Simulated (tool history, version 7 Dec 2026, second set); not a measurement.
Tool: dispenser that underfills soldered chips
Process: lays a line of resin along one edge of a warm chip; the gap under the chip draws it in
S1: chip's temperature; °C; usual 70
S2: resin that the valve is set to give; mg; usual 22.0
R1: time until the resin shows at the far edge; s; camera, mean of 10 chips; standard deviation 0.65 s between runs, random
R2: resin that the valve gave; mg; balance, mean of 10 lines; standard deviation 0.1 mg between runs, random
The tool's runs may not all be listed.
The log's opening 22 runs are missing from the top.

Run 23, hour 101.0: usual settings but S1 83 °C, S2 19.1 mg. Result: R1 54.5 s, R2 17.24 mg.
At hour 105.9: new syringe of resin.
Run 24, hour 105.9: usual settings but S1 73 °C, S2 19.6 mg. Result: R1 55.1 s, R2 17.76 mg.
Run 25, hour 111.4: usual settings but S1 77 °C, S2 28.4 mg. Result: R1 49.3 s, R2 25.45 mg.
Run 26, hour 114.5: usual settings but S1 77 °C, S2 28.4 mg. Result: R1 54.7 s, R2 25.54 mg.
At hour 118.7: dispensing valve cleaned and set on the balance.
Run 27, hour 122.0: usual settings but S1 77 °C, S2 28.4 mg. Result: R1 67.2 s, R2 28.23 mg.
At hour 125.3: new syringe of resin.
Run 28, hour 128.0: usual settings but S1 55 °C, S2 20.1 mg. Result: R1 129.6 s, R2 20.09 mg.
Run 29, hour 134.3: usual settings but S1 55 °C, S2 20.1 mg. Result: R1 158.2 s, R2 19.98 mg.
Run 30, hour 139.3: usual settings but S1 55 °C, S2 20.1 mg. Result: R1 188.3 s, R2 19.91 mg.

Each row is a separate what-if for the run after 30, all from the same tool condition, not one after another. Results?
Run A, hour 142.3: usual settings but S1 65 °C, S2 18.7 mg. Result: R1 ?, R2 ?.
Run B, hour 142.3: usual settings but S1 71 °C, S2 27.3 mg. Result: R1 ?, R2 ?.
Run C, hour 142.3: usual settings but S2 24.9 mg. Result: R1 ?, R2 ?.
Run D, hour 142.3: usual settings but S1 69 °C, S2 23.0 mg. Result: R1 ?, R2 ?.

run     R1     R2
  A  133.8  18.52
  B   93.4  27.10
  C   99.8  24.53
  D  103.8  22.55
Had the tool no hidden state, the same runs would have come out as:
run    R1     R2
  A  76.9  18.80
  B  53.9  27.51
  C  57.4  24.90
  D  59.7  22.89
